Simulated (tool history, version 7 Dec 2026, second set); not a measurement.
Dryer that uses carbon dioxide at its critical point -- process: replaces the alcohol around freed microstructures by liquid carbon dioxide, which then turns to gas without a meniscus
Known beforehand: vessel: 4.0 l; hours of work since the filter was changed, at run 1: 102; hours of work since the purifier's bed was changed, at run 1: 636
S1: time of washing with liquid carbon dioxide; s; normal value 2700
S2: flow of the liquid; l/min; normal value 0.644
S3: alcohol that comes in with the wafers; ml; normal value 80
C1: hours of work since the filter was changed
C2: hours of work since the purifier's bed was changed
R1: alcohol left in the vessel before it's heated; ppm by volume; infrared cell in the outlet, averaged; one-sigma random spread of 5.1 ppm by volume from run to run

run,hour,S1,S2,S3,C1,C2,R1
1,0.0,2700,0.644,80,102,636,301
2,27.7,2700,0.644,27,119,652,241
3,47.8,2700,0.644,80,130,664,318
4,67.3,2700,0.644,80,142,676,337
5,93.0,2700,0.644,80,157,691,340
6,116.5,2700,0.644,80,171,704,358
7,131.0,2700,0.644,80,179,713,357
8,148.7,2700,0.644,80,189,723,368
# hour 170.9: inlet filter changed
9,174.0,2700,0.644,80,2,737,297
10,188.4,2700,0.644,80,10,746,299
11,202.1,2700,0.644,80,18,754,315
12,231.2,2700,0.644,80,35,771,321
13,249.8,2700,0.644,80,46,782,325
14,269.9,2700,0.644,80,58,794,330
15,282.5,1920,0.644,80,65,801,659
16,303.5,2700,0.644,40,78,813,302
17,332.2,2700,0.644,40,94,830,309
18,349.9,2700,0.644,40,105,840,317
19,372.0,3240,0.644,81,118,853,313
20,396.2,2700,0.642,80,132,868,399
21,423.0,2700,0.642,80,148,883,410
22,451.1,2700,0.642,80,164,900,413
23,466.5,2100,0.715,80,173,909,551
24,482.4,2100,0.715,80,182,918,555
# hour 506.5: purifier's bed changed
25,512.0,3000,0.644,80,198,3,97
# hour 520.0: inlet filter changed
26,526.8,3600,0.703,80,4,11,15
27,551.0,3600,0.818,26,18,25,14
28,577.7,4200,0.989,87,34,41,22
29,589.6,3060,0.607,116,41,48,88
30,602.0,3060,0.607,116,48,55,104
31,620.9,3060,0.607,116,59,66,104
32,643.4,2700,0.932,39,72,80,29
33,656.4,2700,0.932,39,80,87,28

What if the next run were any one of these 3? Each begins from the tool's condition after run 33:
A,676.5,2700,0.644,49,92,99,?
B,676.5,2280,0.644,64,92,99,?
C,676.5,2700,0.581,39,92,99,?

run,R1
A,96
B,206
C,109
Stripped of hidden state, with their random variation kept, the same runs would have yielded:
run,R1
A,44
B,122
C,54
